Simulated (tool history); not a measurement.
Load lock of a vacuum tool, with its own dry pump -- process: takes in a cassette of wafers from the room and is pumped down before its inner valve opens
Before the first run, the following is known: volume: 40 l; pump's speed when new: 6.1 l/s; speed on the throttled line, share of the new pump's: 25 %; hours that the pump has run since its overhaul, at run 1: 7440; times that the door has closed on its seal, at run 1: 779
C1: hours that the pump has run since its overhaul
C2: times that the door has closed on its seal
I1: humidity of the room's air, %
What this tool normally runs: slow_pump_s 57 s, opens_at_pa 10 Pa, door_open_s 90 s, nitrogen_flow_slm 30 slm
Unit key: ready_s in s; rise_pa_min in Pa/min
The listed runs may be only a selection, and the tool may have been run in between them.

{"run": 1, "hour": 0.0, "slow_pump_s": 57, "opens_at_pa": 10, "door_open_s": 90, "nitrogen_flow_slm": 30, "C1": 7440, "C2": 779, "I1": 44.3, "ready_s": 113.0, "rise_pa_min": 0.032}
{"run": 2, "hour": 43.9, "slow_pump_s": 57, "opens_at_pa": 10, "door_open_s": 90, "nitrogen_flow_slm": 30, "C1": 7484, "C2": 884, "I1": 44.4, "ready_s": 113.9, "rise_pa_min": 0.032}
{"run": 3, "hour": 119.7, "slow_pump_s": 57, "opens_at_pa": 10, "door_open_s": 90, "nitrogen_flow_slm": 30, "C1": 7559, "C2": 1064, "I1": 46.1, "ready_s": 114.4, "rise_pa_min": 0.035}
{"run": 4, "hour": 190.1, "slow_pump_s": 57, "opens_at_pa": 12, "door_open_s": 90, "nitrogen_flow_slm": 30, "C1": 7630, "C2": 1231, "I1": 45.1, "ready_s": 112.7, "rise_pa_min": 0.027}
{"run": 5, "hour": 272.4, "slow_pump_s": 57, "opens_at_pa": 12, "door_open_s": 90, "nitrogen_flow_slm": 30, "C1": 7712, "C2": 1427, "I1": 46.0, "ready_s": 113.6, "rise_pa_min": 0.035}
{"run": 6, "hour": 358.0, "slow_pump_s": 57, "opens_at_pa": 12, "door_open_s": 90, "nitrogen_flow_slm": 30, "C1": 7798, "C2": 1631, "I1": 43.8, "ready_s": 112.4, "rise_pa_min": 0.041}
{"run": 7, "hour": 413.9, "slow_pump_s": 57, "opens_at_pa": 12, "door_open_s": 90, "nitrogen_flow_slm": 30, "C1": 7854, "C2": 1764, "I1": 43.4, "ready_s": 113.5, "rise_pa_min": 0.032}
{"run": 8, "hour": 455.4, "slow_pump_s": 57, "opens_at_pa": 10, "door_open_s": 90, "nitrogen_flow_slm": 30, "C1": 7895, "C2": 1862, "I1": 43.1, "ready_s": 113.4, "rise_pa_min": 0.037}
{"run": 9, "hour": 500.0, "slow_pump_s": 57, "opens_at_pa": 10, "door_open_s": 90, "nitrogen_flow_slm": 30, "C1": 7940, "C2": 1968, "I1": 43.2, "ready_s": 114.4, "rise_pa_min": 0.036}
{"run": 10, "hour": 564.7, "slow_pump_s": 57, "opens_at_pa": 14, "door_open_s": 90, "nitrogen_flow_slm": 30, "C1": 8004, "C2": 2122, "I1": 44.3, "ready_s": 111.8, "rise_pa_min": 0.039}
{"run": 11, "hour": 639.5, "slow_pump_s": 57, "opens_at_pa": 14, "door_open_s": 90, "nitrogen_flow_slm": 30, "C1": 8079, "C2": 2300, "I1": 44.5, "ready_s": 111.1, "rise_pa_min": 0.043}
{"run": 12, "hour": 684.0, "slow_pump_s": 57, "opens_at_pa": 14, "door_open_s": 90, "nitrogen_flow_slm": 30, "C1": 8124, "C2": 2406, "I1": 42.8, "ready_s": 111.3, "rise_pa_min": 0.039}
{"run": 13, "hour": 782.1, "slow_pump_s": 57, "opens_at_pa": 14, "door_open_s": 90, "nitrogen_flow_slm": 30, "C1": 8222, "C2": 2639, "I1": 41.8, "ready_s": 112.3, "rise_pa_min": 0.041}
{"run": 14, "hour": 822.5, "slow_pump_s": 57, "opens_at_pa": 14, "door_open_s": 90, "nitrogen_flow_slm": 30, "C1": 8262, "C2": 2735, "I1": 46.0, "ready_s": 112.5, "rise_pa_min": 0.041}
{"run": 15, "hour": 889.7, "slow_pump_s": 57, "opens_at_pa": 10, "door_open_s": 90, "nitrogen_flow_slm": 30, "C1": 8329, "C2": 2895, "I1": 43.2, "ready_s": 114.9, "rise_pa_min": 0.035}
{"run": 16, "hour": 934.0, "slow_pump_s": 57, "opens_at_pa": 10, "door_open_s": 90, "nitrogen_flow_slm": 30, "C1": 8374, "C2": 3001, "I1": 48.2, "ready_s": 116.3, "rise_pa_min": 0.046}
{"run": 17, "hour": 1014.7, "slow_pump_s": 57, "opens_at_pa": 8, "door_open_s": 90, "nitrogen_flow_slm": 30, "C1": 8454, "C2": 3192, "I1": 41.1, "ready_s": 116.8, "rise_pa_min": 0.037}
{"run": 18, "hour": 1101.1, "slow_pump_s": 57, "opens_at_pa": 8, "door_open_s": 90, "nitrogen_flow_slm": 30, "C1": 8541, "C2": 3398, "I1": 44.7, "ready_s": 116.8, "rise_pa_min": 0.043}
{"run": 19, "hour": 1151.0, "slow_pump_s": 57, "opens_at_pa": 8, "door_open_s": 90, "nitrogen_flow_slm": 30, "C1": 8591, "C2": 3517, "I1": 46.2, "ready_s": 117.6, "rise_pa_min": 0.042}
{"run": 20, "hour": 1227.7, "slow_pump_s": 77, "opens_at_pa": 15, "door_open_s": 90, "nitrogen_flow_slm": 30, "C1": 8667, "C2": 3699, "I1": 44.9, "ready_s": 125.4, "rise_pa_min": 0.045}
{"run": 21, "hour": 1281.8, "slow_pump_s": 31, "opens_at_pa": 12, "door_open_s": 48, "nitrogen_flow_slm": 8, "C1": 8722, "C2": 3828, "I1": 45.2, "ready_s": 98.2, "rise_pa_min": 0.044}
{"run": 22, "hour": 1324.5, "slow_pump_s": 31, "opens_at_pa": 12, "door_open_s": 48, "nitrogen_flow_slm": 8, "C1": 8764, "C2": 3929, "I1": 45.2, "ready_s": 96.8, "rise_pa_min": 0.043}
{"run": 23, "hour": 1372.8, "slow_pump_s": 31, "opens_at_pa": 12, "door_open_s": 48, "nitrogen_flow_slm": 8, "C1": 8813, "C2": 4044, "I1": 46.4, "ready_s": 97.7, "rise_pa_min": 0.046}
{"run": 24, "hour": 1462.2, "slow_pump_s": 57, "opens_at_pa": 10, "door_open_s": 90, "nitrogen_flow_slm": 11, "C1": 8902, "C2": 4256, "I1": 48.9, "ready_s": 117.2, "rise_pa_min": 0.061}
{"run": 25, "hour": 1544.3, "slow_pump_s": 57, "opens_at_pa": 10, "door_open_s": 65, "nitrogen_flow_slm": 7, "C1": 8984, "C2": 4452, "I1": 46.4, "ready_s": 116.7, "rise_pa_min": 0.056}
{"run": 26, "hour": 1603.2, "slow_pump_s": 57, "opens_at_pa": 10, "door_open_s": 65, "nitrogen_flow_slm": 7, "C1": 9043, "C2": 4592, "I1": 44.3, "ready_s": 116.3, "rise_pa_min": 0.058}
{"run": 27, "hour": 1699.2, "slow_pump_s": 53, "opens_at_pa": 13, "door_open_s": 65, "nitrogen_flow_slm": 7, "C1": 9139, "C2": 4820, "I1": 46.4, "ready_s": 110.9, "rise_pa_min": 0.058}
{"run": 28, "hour": 1741.2, "slow_pump_s": 92, "opens_at_pa": 9, "door_open_s": 90, "nitrogen_flow_slm": 20, "C1": 9181, "C2": 4920, "I1": 47.2, "ready_s": 141.7, "rise_pa_min": 0.06}
{"run": 29, "hour": 1781.3, "slow_pump_s": 35, "opens_at_pa": 19, "door_open_s": 90, "nitrogen_flow_slm": 30, "C1": 9221, "C2": 5015, "I1": 43.8, "ready_s": 95.3, "rise_pa_min": 0.056}
{"run": 30, "hour": 1827.7, "slow_pump_s": 35, "opens_at_pa": 19, "door_open_s": 90, "nitrogen_flow_slm": 30, "C1": 9267, "C2": 5126, "I1": 45.1, "ready_s": 96.7, "rise_pa_min": 0.052}
{"run": 31, "hour": 1911.3, "slow_pump_s": 35, "opens_at_pa": 19, "door_open_s": 90, "nitrogen_flow_slm": 30, "C1": 9351, "C2": 5324, "I1": 42.7, "ready_s": 95.8, "rise_pa_min": 0.054}
{"run": 32, "hour": 1988.8, "slow_pump_s": 35, "opens_at_pa": 19, "door_open_s": 28, "nitrogen_flow_slm": 30, "C1": 9429, "C2": 5509, "I1": 48.6, "ready_s": 97.8, "rise_pa_min": 0.04}
{"run": 33, "hour": 2032.0, "slow_pump_s": 35, "opens_at_pa": 19, "door_open_s": 28, "nitrogen_flow_slm": 30, "C1": 9472, "C2": 5611, "I1": 45.6, "ready_s": 98.2, "rise_pa_min": 0.038}
{"run": 34, "hour": 2073.9, "slow_pump_s": 35, "opens_at_pa": 19, "door_open_s": 28, "nitrogen_flow_slm": 30, "C1": 9514, "C2": 5711, "I1": 46.4, "ready_s": 96.2, "rise_pa_min": 0.04}
{"run": 35, "hour": 2115.0, "slow_pump_s": 57, "opens_at_pa": 15, "door_open_s": 66, "nitrogen_flow_slm": 30, "C1": 9555, "C2": 5809, "I1": 44.9, "ready_s": 114.2, "rise_pa_min": 0.045}
{"run": 36, "hour": 2155.5, "slow_pump_s": 56, "opens_at_pa": 7, "door_open_s": 85, "nitrogen_flow_slm": 15, "C1": 9595, "C2": 5905, "I1": 50.4, "ready_s": 119.9, "rise_pa_min": 0.065}

Hidden state or all else? Some run-to-run changes of ready_s, split into what the settings, what came in and random variation would give without the hidden state, and what is left for the hidden state (with any gauge scatter that isn't in both results):
Hidden state at play: pump's speed, % of a new pump's; leak at the door's seal, Pa l/s; drift of the gauge itself on ready_s, %; drift of the gauge itself on rise_pa_min, %.
Run 19 -> 20: slow_pump_s 57 -> 77, opens_at_pa 8 -> 15. ready_s +7.8 s: hidden state -2.4, all else +10.2.
Run 20 -> 21: slow_pump_s 77 -> 31, opens_at_pa 15 -> 12, door_open_s 90 -> 48, nitrogen_flow_slm 30 -> 8. ready_s -27.2 s: hidden state +3.8, all else -31.0.
Run 27 -> 28: slow_pump_s 53 -> 92, opens_at_pa 13 -> 9, door_open_s 65 -> 90, nitrogen_flow_slm 7 -> 20. ready_s +30.8 s: hidden state -1.8, all else +32.6.
Run 28 -> 29: slow_pump_s 92 -> 35, opens_at_pa 9 -> 19, nitrogen_flow_slm 20 -> 30. ready_s -46.4 s: hidden state +2.4, all else -48.8.
